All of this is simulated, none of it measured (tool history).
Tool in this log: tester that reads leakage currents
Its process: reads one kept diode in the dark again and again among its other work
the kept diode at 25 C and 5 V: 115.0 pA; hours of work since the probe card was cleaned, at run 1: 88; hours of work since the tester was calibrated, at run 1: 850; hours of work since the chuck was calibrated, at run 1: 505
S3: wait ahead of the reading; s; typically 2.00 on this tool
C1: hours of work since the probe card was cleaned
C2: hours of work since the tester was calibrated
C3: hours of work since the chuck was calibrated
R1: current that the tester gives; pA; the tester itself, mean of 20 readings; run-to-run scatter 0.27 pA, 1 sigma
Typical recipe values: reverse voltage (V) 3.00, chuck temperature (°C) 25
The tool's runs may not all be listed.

Run 1, hour 0.0: usual settings; C1 88; C2 850; C3 505. Result: R1 75.87 pA.
Run 2, hour 62.5: usual settings but chuck temperature (°C) 32; C1 121; C2 883; C3 538. Result: R1 131.63 pA.
Run 3, hour 95.9: usual settings but S3 0.58 s; C1 139; C2 900; C3 556. Result: R1 75.96 pA.
Run 4, hour 134.1: usual settings; C1 159; C2 920; C3 576. Result: R1 74.29 pA.
Run 5, hour 195.4: usual settings; C1 191; C2 953; C3 608. Result: R1 73.33 pA.
At hour 260.6: chuck's temperature calibrated.
Run 6, hour 270.2: usual settings; C1 230; C2 991; C3 5. Result: R1 89.61 pA.
At hour 276.4: tester calibrated.
Run 7, hour 324.9: usual settings; C1 258; C2 26; C3 33. Result: R1 88.38 pA.
Run 8, hour 403.4: usual settings; C1 299; C2 67; C3 74. Result: R1 87.58 pA.
Run 9, hour 465.0: usual settings but chuck temperature (°C) 31; C1 332; C2 100; C3 107. Result: R1 138.92 pA.
Run 10, hour 526.9: usual settings but chuck temperature (°C) 31; C1 365; C2 133; C3 140. Result: R1 137.60 pA.
Run 11, hour 562.6: usual settings but chuck temperature (°C) 31; C1 384; C2 151; C3 159. Result: R1 136.66 pA.
Run 12, hour 597.2: usual settings but chuck temperature (°C) 31, S3 0.51 s; C1 402; C2 170; C3 177. Result: R1 137.94 pA.
Run 13, hour 638.0: usual settings but reverse voltage (V) 7.94; C1 423; C2 191; C3 199. Result: R1 140.23 pA.
At hour 647.0: tester calibrated, once more.
Run 14, hour 714.1: usual settings but chuck temperature (°C) 29; C1 463; C2 36; C3 238. Result: R1 115.72 pA.
Run 15, hour 748.2: usual settings but chuck temperature (°C) 29; C1 481; C2 54; C3 256. Result: R1 114.61 pA.
Run 16, hour 798.8: usual settings but reverse voltage (V) 2.81, chuck temperature (°C) 30, S3 1.66 s; C1 507; C2 80; C3 283. Result: R1 118.61 pA.
Run 17, hour 853.7: usual settings but chuck temperature (°C) 30, S3 9.04 s; C1 537; C2 109; C3 312. Result: R1 121.26 pA.
Run 18, hour 903.1: usual settings but reverse voltage (V) 10.67, chuck temperature (°C) 57, S3 0.98 s; C1 563; C2 135; C3 338. Result: R1 1613.17 pA.

For each run, the measured value with the value that run would have given without the tool's hidden condition subtracted. The run-to-run variation is shared by both, the gauge scatter possibly not:
The tool's hidden condition here consists of: stray current of the dirty probe card, pA a volt; current scale over the true one, %; true chuck temperature over the reading, C; drift of the gauge itself on leakage_pa, %.
run       R1
  1   -13.60
  2   -24.24
  3   -14.72
  4   -15.14
  5   -15.80
  6    -0.01
  7    -0.88
  8    -1.86
  9    -4.54
 10    -5.79
 11    -6.51
 12    -7.14
 13    -6.62
 14    -7.61
 15    -8.15
 16    -9.44
 17   -10.69
 18  -143.17

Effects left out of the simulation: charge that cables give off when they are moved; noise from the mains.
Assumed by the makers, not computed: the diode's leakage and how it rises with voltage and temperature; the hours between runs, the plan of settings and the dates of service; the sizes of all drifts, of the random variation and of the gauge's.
